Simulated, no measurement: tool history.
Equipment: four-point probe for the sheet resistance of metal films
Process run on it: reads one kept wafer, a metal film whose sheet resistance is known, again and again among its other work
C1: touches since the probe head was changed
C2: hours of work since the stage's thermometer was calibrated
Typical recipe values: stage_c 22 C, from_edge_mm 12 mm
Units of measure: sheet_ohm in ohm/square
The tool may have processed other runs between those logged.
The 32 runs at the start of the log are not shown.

run 33 day=14.812 | stage_c=20 from_edge_mm=17 | C1=84333 C2=58 | sheet_ohm=1.329016
run 34 day=15.371 | stage_c=19 from_edge_mm=4 | C1=84845 C2=64 | sheet_ohm=1.339234
run 35 day=15.746 | stage_c=19 from_edge_mm=4 | C1=85186 C2=68 | sheet_ohm=1.33948
run 36 day=16.404 | stage_c=27 from_edge_mm=12 | C1=85790 C2=75 | sheet_ohm=1.335582
run 37 day=17.042 | stage_c=22 from_edge_mm=12 | C1=86374 C2=82 | sheet_ohm=1.331526
run 38 day=17.625 | stage_c=22 from_edge_mm=12 | C1=86906 C2=89 | sheet_ohm=1.332371
run 39 day=18.292 | stage_c=31 from_edge_mm=12 | C1=87517 C2=96 | sheet_ohm=1.339143
run 40 day=18.667 | stage_c=22 from_edge_mm=13 | C1=87862 C2=100 | sheet_ohm=1.331554
run 41 day=18.971 | stage_c=19 from_edge_mm=12 | C1=88140 C2=103 | sheet_ohm=1.329974
run 42 day=19.338 | stage_c=19 from_edge_mm=12 | C1=88474 C2=107 | sheet_ohm=1.329595
run 43 day=19.892 | stage_c=29 from_edge_mm=8 | C1=88982 C2=113 | sheet_ohm=1.339134
run 44 day=20.471 | stage_c=30 from_edge_mm=3 | C1=89512 C2=119 | sheet_ohm=1.356742
run 45 day=21.121 | stage_c=35 from_edge_mm=28 | C1=90108 C2=126 | sheet_ohm=1.341185

Branching from run 45: 4 alternative next runs. What would each branch give?
run A day=21.679 | stage_c=19 from_edge_mm=12 | C1=90620 C2=132 | sheet_ohm=?
run B day=21.679 | stage_c=29 from_edge_mm=4 | C1=90620 C2=132 | sheet_ohm=?
run C day=21.679 | stage_c=33 from_edge_mm=60 | C1=90620 C2=132 | sheet_ohm=?
run D day=21.679 | stage_c=19 from_edge_mm=25 | C1=90620 C2=132 | sheet_ohm=?

run=A sheet_ohm=1.329747
run=B sheet_ohm=1.347967
run=C sheet_ohm=1.339627
run=D sheet_ohm=1.329047
Stripped of hidden state, with their random variation kept, the same runs would have yielded:
run=A sheet_ohm=1.322457
run=B sheet_ohm=1.340581
run=C sheet_ohm=1.332282
run=D sheet_ohm=1.321761
